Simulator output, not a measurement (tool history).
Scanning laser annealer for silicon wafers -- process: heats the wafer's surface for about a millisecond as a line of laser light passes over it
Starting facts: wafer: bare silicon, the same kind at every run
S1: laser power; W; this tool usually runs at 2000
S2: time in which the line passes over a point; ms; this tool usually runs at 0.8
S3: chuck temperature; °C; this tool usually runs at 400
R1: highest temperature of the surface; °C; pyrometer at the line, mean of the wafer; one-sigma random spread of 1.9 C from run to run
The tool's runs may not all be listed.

run    hour    S1     S2   S3    R1
  1       0  2000    0.8  400  1235
  2    50.4  2000    0.8  400  1234
  3    73.9  2000  0.574  400  1092
  4      98  1930    0.8  400  1203
  5   143.1  1930    0.8  400  1205
  6   191.5  1930    0.8  400  1202
  7     238  2000    0.8  400  1236
      250.2  -- window over the wafer cleaned
  8   284.4  2000    0.8  400  1234
  9   308.2  2000    0.8  400  1239
 10   346.1  2000    0.8  400  1234
 11   382.7  2000    0.8  400  1236
 12   417.2  2000    0.8  400  1232
 13     442  2000    0.8  400  1232
 14     482  2000    0.8  427  1263
 15   502.6  2000    0.8  427  1260
 16   541.1  2000    0.8  427  1261
 17   574.3  2000    0.8  435  1270
 18   622.7  2000    0.8  435  1270
      641.3  -- optics aligned, line set to its width
 19   663.6  1879  0.883  407  1233
 20   687.8  2182  0.882  404  1380
 21   732.7  1802  0.636  400  1046
 22   780.9  1802  0.636  400  1046
 23   803.5  1802  0.636  400  1047
 24   844.9  1802  0.636  400  1046
 25   875.4  2046  0.579  410  1117
      889.5  -- window over the wafer cleaned
 26   910.1  2046  0.579  410  1121
 27   939.9  2054  0.708  400  1197
 28   974.3  2054  0.708  400  1203
 29    1013  2000  0.969  434  1370
 30  1051.1  2000  0.969  434  1370

Below are 5 alternative next runs, each starting from the tool's condition after run 30. Predict each:
  A  1082.8  2104  0.718  384   ?
  B  1082.8  1792  0.683  398   ?
  C  1082.8  1771    0.8  400   ?
  D  1082.8  2040   0.71  396   ?
  E  1082.8  1894  0.754  430   ?

run    R1
  A  1215
  B  1070
  C  1131
  D  1193
  E  1193
Without the tool's unlogged condition, the same runs would have read:
run    R1
  A  1216
  B  1071
  C  1131
  D  1193
  E  1193

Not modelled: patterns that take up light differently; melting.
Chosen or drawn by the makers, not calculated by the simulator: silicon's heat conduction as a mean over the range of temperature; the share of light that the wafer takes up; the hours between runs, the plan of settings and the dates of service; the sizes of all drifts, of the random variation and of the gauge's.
